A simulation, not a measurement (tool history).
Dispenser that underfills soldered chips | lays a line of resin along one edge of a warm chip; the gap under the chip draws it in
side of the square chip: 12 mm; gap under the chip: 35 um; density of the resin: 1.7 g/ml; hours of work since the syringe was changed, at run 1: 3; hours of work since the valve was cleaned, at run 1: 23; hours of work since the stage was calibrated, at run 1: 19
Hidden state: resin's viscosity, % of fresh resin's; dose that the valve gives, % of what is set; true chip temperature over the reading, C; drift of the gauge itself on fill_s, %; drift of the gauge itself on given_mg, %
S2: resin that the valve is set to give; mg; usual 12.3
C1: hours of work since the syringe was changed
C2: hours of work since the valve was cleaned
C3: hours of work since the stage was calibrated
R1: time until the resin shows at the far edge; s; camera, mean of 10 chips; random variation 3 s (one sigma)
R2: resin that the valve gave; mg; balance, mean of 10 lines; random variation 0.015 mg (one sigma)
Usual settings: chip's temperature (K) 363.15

{"run": 1, "day": 0.0, "chip's temperature (K)": 363.15, "S2": 12.3, "C1": 3, "C2": 23, "C3": 19, "R1": 326.0, "R2": 12.11}
{"run": 2, "day": 0.221, "chip's temperature (K)": 363.15, "S2": 12.3, "C1": 6, "C2": 26, "C3": 22, "R1": 367.3, "R2": 12.12}
{"run": 3, "day": 0.4, "chip's temperature (K)": 378.15, "S2": 12.3, "C1": 8, "C2": 29, "C3": 24, "R1": 199.5, "R2": 12.1}
{"day": 0.475, "done": "new syringe of resin"}
{"run": 4, "day": 0.608, "chip's temperature (K)": 378.15, "S2": 12.3, "C1": 2, "C2": 32, "C3": 27, "R1": 156.9, "R2": 12.08}
{"run": 5, "day": 0.796, "chip's temperature (K)": 363.15, "S2": 11.2, "C1": 5, "C2": 34, "C3": 30, "R1": 355.9, "R2": 10.96}
{"run": 6, "day": 1.0, "chip's temperature (K)": 363.15, "S2": 11.2, "C1": 8, "C2": 37, "C3": 33, "R1": 405.1, "R2": 10.96}
{"day": 1.129, "done": "new syringe of resin"}
{"run": 7, "day": 1.179, "chip's temperature (K)": 363.15, "S2": 11.2, "C1": 1, "C2": 40, "C3": 35, "R1": 310.4, "R2": 10.93}
{"run": 8, "day": 1.388, "chip's temperature (K)": 363.15, "S2": 11.2, "C1": 4, "C2": 43, "C3": 38, "R1": 336.5, "R2": 10.91}
{"day": 1.538, "done": "dispensing valve cleaned and set on the balance"}
{"run": 9, "day": 1.583, "chip's temperature (K)": 363.15, "S2": 11.2, "C1": 6, "C2": 1, "C3": 41, "R1": 367.2, "R2": 11.18}
{"run": 10, "day": 1.679, "chip's temperature (K)": 364.15, "S2": 11.2, "C1": 7, "C2": 2, "C3": 42, "R1": 367.1, "R2": 11.15}
{"day": 1.825, "done": "new syringe of resin"}
{"run": 11, "day": 1.875, "chip's temperature (K)": 364.15, "S2": 11.2, "C1": 1, "C2": 5, "C3": 45, "R1": 294.0, "R2": 11.15}
{"run": 12, "day": 2.079, "chip's temperature (K)": 364.15, "S2": 11.2, "C1": 4, "C2": 8, "C3": 48, "R1": 323.3, "R2": 11.12}
{"run": 13, "day": 2.192, "chip's temperature (K)": 364.15, "S2": 11.2, "C1": 5, "C2": 9, "C3": 49, "R1": 344.1, "R2": 11.11}
{"run": 14, "day": 2.388, "chip's temperature (K)": 363.15, "S2": 10.6, "C1": 8, "C2": 12, "C3": 52, "R1": 408.2, "R2": 10.51}
{"day": 2.488, "done": "new syringe of resin"}
{"run": 15, "day": 2.546, "chip's temperature (K)": 363.15, "S2": 10.6, "C1": 1, "C2": 14, "C3": 54, "R1": 314.6, "R2": 10.5}
{"run": 16, "day": 2.767, "chip's temperature (K)": 364.15, "S2": 12.3, "C1": 4, "C2": 17, "C3": 57, "R1": 320.7, "R2": 12.15}
{"run": 17, "day": 2.921, "chip's temperature (K)": 363.15, "S2": 12.3, "C1": 6, "C2": 20, "C3": 60, "R1": 374.1, "R2": 12.14}
{"day": 3.142, "done": "new syringe of resin"}
{"run": 18, "day": 3.146, "chip's temperature (K)": 363.15, "S2": 12.3, "C1": 0, "C2": 23, "C3": 63, "R1": 290.3, "R2": 12.13}
{"run": 19, "day": 3.358, "chip's temperature (K)": 363.15, "S2": 12.8, "C1": 3, "C2": 26, "C3": 66, "R1": 317.7, "R2": 12.59}
{"run": 20, "day": 3.533, "chip's temperature (K)": 352.15, "S2": 11.7, "C1": 6, "C2": 28, "C3": 68, "R1": 639.5, "R2": 11.5}
{"run": 21, "day": 3.721, "chip's temperature (K)": 352.15, "S2": 11.7, "C1": 8, "C2": 31, "C3": 71, "R1": 689.6, "R2": 11.49}
{"day": 3.804, "done": "new syringe of resin"}
{"run": 22, "day": 3.833, "chip's temperature (K)": 350.15, "S2": 12.3, "C1": 0, "C2": 32, "C3": 72, "R1": 578.5, "R2": 12.08}
{"run": 23, "day": 3.95, "chip's temperature (K)": 374.15, "S2": 11.0, "C1": 2, "C2": 34, "C3": 74, "R1": 193.6, "R2": 10.81}
{"run": 24, "day": 4.121, "chip's temperature (K)": 374.15, "S2": 11.0, "C1": 5, "C2": 37, "C3": 77, "R1": 210.4, "R2": 10.78}
{"run": 25, "day": 4.233, "chip's temperature (K)": 374.15, "S2": 11.0, "C1": 6, "C2": 38, "C3": 78, "R1": 222.7, "R2": 10.74}
{"run": 26, "day": 4.412, "chip's temperature (K)": 353.15, "S2": 11.6, "C1": 9, "C2": 41, "C3": 81, "R1": 671.5, "R2": 11.33}
{"day": 4.471, "done": "new syringe of resin"}
{"run": 27, "day": 4.642, "chip's temperature (K)": 365.15, "S2": 14.7, "C1": 3, "C2": 44, "C3": 84, "R1": 286.9, "R2": 14.35}
{"day": 4.725, "done": "dispensing valve cleaned and set on the balance"}
{"run": 28, "day": 4.879, "chip's temperature (K)": 365.15, "S2": 14.7, "C1": 5, "C2": 2, "C3": 87, "R1": 315.2, "R2": 14.71}
{"run": 29, "day": 5.029, "chip's temperature (K)": 359.15, "S2": 13.1, "C1": 7, "C2": 4, "C3": 89, "R1": 465.9, "R2": 13.08}
{"day": 5.167, "done": "new syringe of resin"}
{"run": 30, "day": 5.246, "chip's temperature (K)": 363.15, "S2": 13.2, "C1": 1, "C2": 7, "C3": 92, "R1": 297.8, "R2": 13.19}
{"run": 31, "day": 5.383, "chip's temperature (K)": 368.15, "S2": 11.2, "C1": 3, "C2": 9, "C3": 94, "R1": 264.4, "R2": 11.16}
{"run": 32, "day": 5.575, "chip's temperature (K)": 375.15, "S2": 14.2, "C1": 6, "C2": 12, "C3": 97, "R1": 195.9, "R2": 14.13}
{"run": 33, "day": 5.767, "chip's temperature (K)": 375.15, "S2": 14.2, "C1": 9, "C2": 15, "C3": 99, "R1": 221.6, "R2": 14.14}
{"day": 5.821, "done": "new syringe of resin"}
{"run": 34, "day": 5.929, "chip's temperature (K)": 360.15, "S2": 10.7, "C1": 2, "C2": 17, "C3": 101, "R1": 365.1, "R2": 10.64}
{"run": 35, "day": 6.079, "chip's temperature (K)": 368.15, "S2": 15.4, "C1": 4, "C2": 19, "C3": 104, "R1": 252.2, "R2": 15.29}

Hidden state at the last listed run before each entry between runs and at the first one after, where it differs:
Between runs 3 and 4: new syringe of resin (day 0.475)
  resin's viscosity, % of fresh resin's: 135.3 -> 107.7; dose that the valve gives, % of what is set: 98.25 -> 98.12; true chip temperature over the reading, C: 0.42 -> 0.44
  measured less the result without the state, R1: +49.8 -> +8.9 s; R2: -0.22 -> -0.24 mg
Between runs 6 and 7: new syringe of resin (day 1.129)
  resin's viscosity, % of fresh resin's: 132.2 -> 101.5; dose that the valve gives, % of what is set: 97.84 -> 97.72; true chip temperature over the reading, C: 0.48 -> 0.49
  measured less the result without the state, R1: +93.6 -> -0.7 s; R2: -0.24 -> -0.26 mg
Between runs 8 and 9: dispensing valve cleaned and set on the balance (day 1.538)
  resin's viscosity, % of fresh resin's: 113.3 -> 122.9; dose that the valve gives, % of what is set: 97.57 -> 99.67; true chip temperature over the reading, C: 0.51 -> 0.53
  measured less the result without the state, R1: +34.2 -> +60.9 s; R2: -0.27 -> -0.03 mg
Between runs 10 and 11: new syringe of resin (day 1.825)
  resin's viscosity, % of fresh resin's: 129.2 -> 101.6; dose that the valve gives, % of what is set: 99.61 -> 99.48; true chip temperature over the reading, C: 0.54 -> 0.55
  measured less the result without the state, R1: +75.8 -> -2.9 s; R2: -0.04 -> -0.06 mg
Between runs 14 and 15: new syringe of resin (day 2.488)
  resin's viscosity, % of fresh resin's: 132.8 -> 102.7; dose that the valve gives, % of what is set: 99.13 -> 99.03; true chip temperature over the reading, C: 0.6 -> 0.62
  measured less the result without the state, R1: +92.7 -> -0.1 s; R2: -0.09 -> -0.11 mg
Between runs 17 and 18: new syringe of resin (day 3.142)
  resin's viscosity, % of fresh resin's: 124.9 -> 99.2; dose that the valve gives, % of what is set: 98.77 -> 98.62; true chip temperature over the reading, C: 0.65 -> 0.67
  measured less the result without the state, R1: +65.7 -> -11.3 s; R2: -0.16 -> -0.17 mg
Between runs 21 and 22: new syringe of resin (day 3.804)
  resin's viscosity, % of fresh resin's: 134.2 -> 101.9; dose that the valve gives, % of what is set: 98.21 -> 98.15; true chip temperature over the reading, C: 0.73 -> 0.74
  measured less the result without the state, R1: +158.3 -> -9.7 s; R2: -0.21 -> -0.23 mg
Between runs 26 and 27: new syringe of resin (day 4.471)
  resin's viscosity, % of fresh resin's: 138 -> 110.9; dose that the valve gives, % of what is set: 97.75 -> 97.6; true chip temperature over the reading, C: 0.8 -> 0.82
  measured less the result without the state, R1: +167.2 -> +18.2 s; R2: -0.26 -> -0.35 mg
Between runs 27 and 28: dispensing valve cleaned and set on the balance (day 4.725)
  resin's viscosity, % of fresh resin's: 110.9 -> 122.9; dose that the valve gives, % of what is set: 97.6 -> 100.13; true chip temperature over the reading, C: 0.82 -> 0.84
  measured less the result without the state, R1: +18.2 -> +48.0 s; R2: -0.35 -> +0.02 mg
Between runs 29 and 30: new syringe of resin (day 5.167)
  resin's viscosity, % of fresh resin's: 132.9 -> 104.7; dose that the valve gives, % of what is set: 100.03 -> 99.88; true chip temperature over the reading, C: 0.86 -> 0.88
  measured less the result without the state, R1: +99.9 -> +0.8 s; R2: +0.00 -> -0.02 mg
Between runs 33 and 34: new syringe of resin (day 5.821)
  resin's viscosity, % of fresh resin's: 137.5 -> 106; dose that the valve gives, % of what is set: 99.54 -> 99.43; true chip temperature over the reading, C: 0.93 -> 0.95
  measured less the result without the state, R1: +53.5 -> +5.0 s; R2: -0.06 -> -0.06 mg
